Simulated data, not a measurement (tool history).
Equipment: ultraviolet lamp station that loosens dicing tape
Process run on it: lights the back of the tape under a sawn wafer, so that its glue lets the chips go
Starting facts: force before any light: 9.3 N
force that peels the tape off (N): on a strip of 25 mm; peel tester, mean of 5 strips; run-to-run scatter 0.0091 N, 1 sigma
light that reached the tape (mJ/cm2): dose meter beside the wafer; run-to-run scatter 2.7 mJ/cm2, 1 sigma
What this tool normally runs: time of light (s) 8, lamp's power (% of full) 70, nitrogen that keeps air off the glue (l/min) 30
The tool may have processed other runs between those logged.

run,hour,time of light (s),lamp's power (% of full),nitrogen that keeps air off the glue (l/min),force that peels the tape off (N),light that reached the tape (mJ/cm2)
1,0,8,70,30,0.391,364
2,34,8,70,30,0.379,371
3,75,8,70,28,0.403,360
4,130.5,8,70,28,0.402,368
5,181.6,8,70,28,0.394,363
6,235.3,8,70,28,0.395,365
7,259.1,8,70,28,0.403,366
# hour 271.5: window cleaned of glue's vapour
8,305,8,70,28,0.393,364
9,337.2,8,70,28,0.381,369
10,372.6,11,70,30,0.238,504
11,411.3,11,70,30,0.232,498
12,466.5,8,70,30,0.381,367
13,491,8,70,30,0.378,366
14,523.6,8,70,12,0.651,369
15,568.9,5,83,30,0.761,271
16,600.4,9,70,20,0.384,410
17,631.9,8,62,11,0.896,330
18,675.7,13,75,39,0.188,640
# hour 712.5: window cleaned of glue's vapour
19,725.5,13,75,39,0.186,645
20,778.5,7,98,39,0.235,449
21,805,8,70,27,0.417,368
22,842.2,8,71,59,0.283,374
23,869.4,8,71,59,0.285,370
# hour 900.2: lamp changed
24,924.2,7,70,24,0.586,320
25,953.4,9,87,11,0.346,508
26,977.4,9,87,11,0.334,520

Alternative continuations, all from the tool just after run 26; predict every row:
A,1017.1,9,63,18,?,?
B,1017.1,4,81,30,?,?
C,1017.1,8,70,15,?,?
D,1017.1,9,87,28,?,?
E,1017.1,9,73,10,?,?

run,force that peels the tape off (N),light that reached the tape (mJ/cm2)
A,0.511,369
B,1.218,214
C,0.552,368
D,0.24,519
E,0.532,437
With no hidden state in the tool, these same runs would have given:
run,force that peels the tape off (N),light that reached the tape (mJ/cm2)
A,0.509,370
B,1.214,214
C,0.55,369
D,0.239,520
E,0.531,437

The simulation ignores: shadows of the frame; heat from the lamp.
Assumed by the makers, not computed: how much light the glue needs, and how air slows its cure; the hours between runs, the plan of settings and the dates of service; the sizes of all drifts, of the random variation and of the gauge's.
